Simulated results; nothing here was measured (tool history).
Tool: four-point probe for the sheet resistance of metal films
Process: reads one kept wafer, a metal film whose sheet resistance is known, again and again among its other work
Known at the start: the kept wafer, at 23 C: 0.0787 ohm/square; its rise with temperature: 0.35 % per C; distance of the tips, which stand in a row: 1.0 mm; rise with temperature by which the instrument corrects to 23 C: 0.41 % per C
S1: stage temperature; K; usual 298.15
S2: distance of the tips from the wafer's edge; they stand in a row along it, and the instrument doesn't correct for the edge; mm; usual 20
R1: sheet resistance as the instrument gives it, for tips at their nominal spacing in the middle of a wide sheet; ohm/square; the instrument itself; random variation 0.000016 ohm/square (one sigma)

run,hour,S1,S2,R1
1,0,298.15,20,0.07872
2,23.1,298.15,34,0.078648
3,42.5,298.15,20,0.078708
4,74.1,298.15,6,0.079775
5,110.9,302.15,6,0.079553
6,136.1,298.15,20,0.078709
7,181.9,298.15,20,0.078687
8,213.4,298.15,12,0.078924
9,256.9,298.15,24,0.078661
10,286,293.15,24,0.078892
11,314.6,298.15,18,0.078735
12,347.5,298.15,18,0.078713
13,372.1,298.15,18,0.078717
14,414.4,298.15,18,0.078754
15,456.2,298.15,12,0.078907
16,483.3,298.15,12,0.078901
17,529.7,298.15,47,0.078639
18,566.8,298.15,34,0.078632
19,586.7,295.15,13,0.078996
20,612.2,298.15,12,0.078917
21,651.9,303.15,3,0.082793
22,683.4,298.15,35,0.078632
23,710.2,299.15,44,0.078606
24,750.2,299.15,44,0.078588
25,772.2,299.15,44,0.07858
26,801.1,299.15,44,0.078582
27,824.7,304.15,17,0.07851
28,865.8,298.15,22,0.078674
29,906.9,307.15,58,0.078215
30,925.8,307.15,58,0.078229
31,964.6,307.15,58,0.078215
32,991.6,298.15,60,0.078616
33,1014.3,298.15,60,0.078596
34,1044.2,292.15,33,0.078931
35,1086.2,307.15,12,0.07849
36,1130,307.15,9,0.078721

Forecast each of these 3 alternatives for the next run:
A,1153.6,296.15,4,?
B,1153.6,298.15,7,?
C,1153.6,297.15,5,?

run,R1
A,0.081264
B,0.07946
C,0.08031
Without the tool's hidden state the same runs would have given:
run,R1
A,0.081264
B,0.07946
C,0.08031

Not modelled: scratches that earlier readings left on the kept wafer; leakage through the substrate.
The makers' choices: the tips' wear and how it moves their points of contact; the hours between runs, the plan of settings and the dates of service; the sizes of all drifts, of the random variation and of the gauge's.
